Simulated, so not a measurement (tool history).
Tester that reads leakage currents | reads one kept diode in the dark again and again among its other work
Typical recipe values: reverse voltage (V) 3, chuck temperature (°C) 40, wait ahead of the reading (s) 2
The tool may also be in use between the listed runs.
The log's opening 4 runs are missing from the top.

run    hour  reverse voltage (V)  chuck temperature (°C)  wait ahead of the reading (s)  current that the tester gives (pA)
  5   164.3                    3                      41                              2                               66.72
  6   221.1                    3                      41                              2                                66.5
  7   273.1                    3                      41                              2                               66.53
  8   308.9                    3                      41                              2                               66.36
  9   361.6                    3                      40                              2                               62.44
 10   399.5                    3                      40                              2                               62.47
 11   450.3                    3                      40                              2                               62.48
 12   486.1                    3                      40                              2                               62.55
 13   546.7                    3                      56                              2                              176.65
 14     594                    3                      56                              2                              177.43
 15   624.2                    3                      56                              2                              177.94
 16   659.6                    3                      26                              2                               24.14
 17   717.6                    3                      40                              2                               62.05
 18     763                    3                      40                              2                               62.25
 19   817.6                 9.37                      40                              2                              105.57
 20   875.3                 9.37                      40                              2                              105.26
 21   924.3                    3                      37                              2                               50.84
 22   965.9                 6.61                      37                           3.11                               73.86
 23  1022.2                 5.22                      38                           5.91                               69.83
 24  1073.2                 5.22                      38                           5.91                               70.19

Run 25 comes next. What will it give?
 25  1118.9                14.59                      39                           5.91                                   ?

{"run 25": {"current that the tester gives (pA)": 124.57}}
Without the tool's hidden state the same run would have given current that the tester gives (pA) 111.27.

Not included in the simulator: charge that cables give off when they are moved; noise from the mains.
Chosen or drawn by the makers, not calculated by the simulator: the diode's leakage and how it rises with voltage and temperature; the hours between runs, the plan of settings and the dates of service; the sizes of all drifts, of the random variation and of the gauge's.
